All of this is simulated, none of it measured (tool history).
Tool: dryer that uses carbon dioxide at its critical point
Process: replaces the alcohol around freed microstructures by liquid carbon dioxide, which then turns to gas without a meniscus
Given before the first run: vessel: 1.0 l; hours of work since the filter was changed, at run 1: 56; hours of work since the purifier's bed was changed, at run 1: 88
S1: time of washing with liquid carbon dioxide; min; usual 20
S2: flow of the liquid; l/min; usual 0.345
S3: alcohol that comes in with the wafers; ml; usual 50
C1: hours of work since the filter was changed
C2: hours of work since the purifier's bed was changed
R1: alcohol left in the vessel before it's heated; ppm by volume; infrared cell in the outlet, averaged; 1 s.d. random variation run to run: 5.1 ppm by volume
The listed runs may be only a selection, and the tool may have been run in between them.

run	hour	S1	S2	S3	C1	C2	R1
1	0	20	0.345	50	56	88	117
2	43.8	20	0.345	50	75	108	108
3	89.3	20	0.345	50	95	128	123
4	132	20	0.345	37	114	147	113
5	155.1	20	0.345	37	125	157	126
6	199.7	20	0.321	50	145	177	189
7	225.2	20	0.321	50	156	189	191
8	261.7	20	0.345	50	172	205	159
9	302.5	20	0.345	50	190	223	152
10	356.4	20	0.345	50	214	247	169
11	395.3	20	0.345	50	232	264	167
12	447.5	20	0.282	50	255	288	428
13	489.5	14	0.274	50	274	306	1803
14	537.6	25	0.408	69	295	328	95
15	562.9	25	0.408	69	306	339	80
16	614.5	20	0.406	35	329	362	113
17	664.8	20	0.532	37	352	385	93
18	700.3	20	0.345	25	368	400	173
19	747.1	20	0.345	25	389	421	167
20	772.2	14	0.408	46	400	432	406
21	804.5	21	0.256	105	414	447	1199
22	841.5	20	0.345	47	431	463	244
23	867.7	29	0.278	24	442	475	140

Each row is a separate what-if for the run after 23, all from the same tool condition, not one after another. Results?
A	896.3	29	0.278	35	455	488	?
B	896.3	29	0.278	46	455	488	?
C	896.3	27	0.345	114	455	488	?
D	896.3	24	0.345	89	455	488	?
E	896.3	29	0.278	97	455	488	?

run	R1
A	158
B	164
C	166
D	185
E	235
Without the tool's unlogged condition, the same runs would have read:
run	R1
A	26
B	27
C	32
D	37
E	70
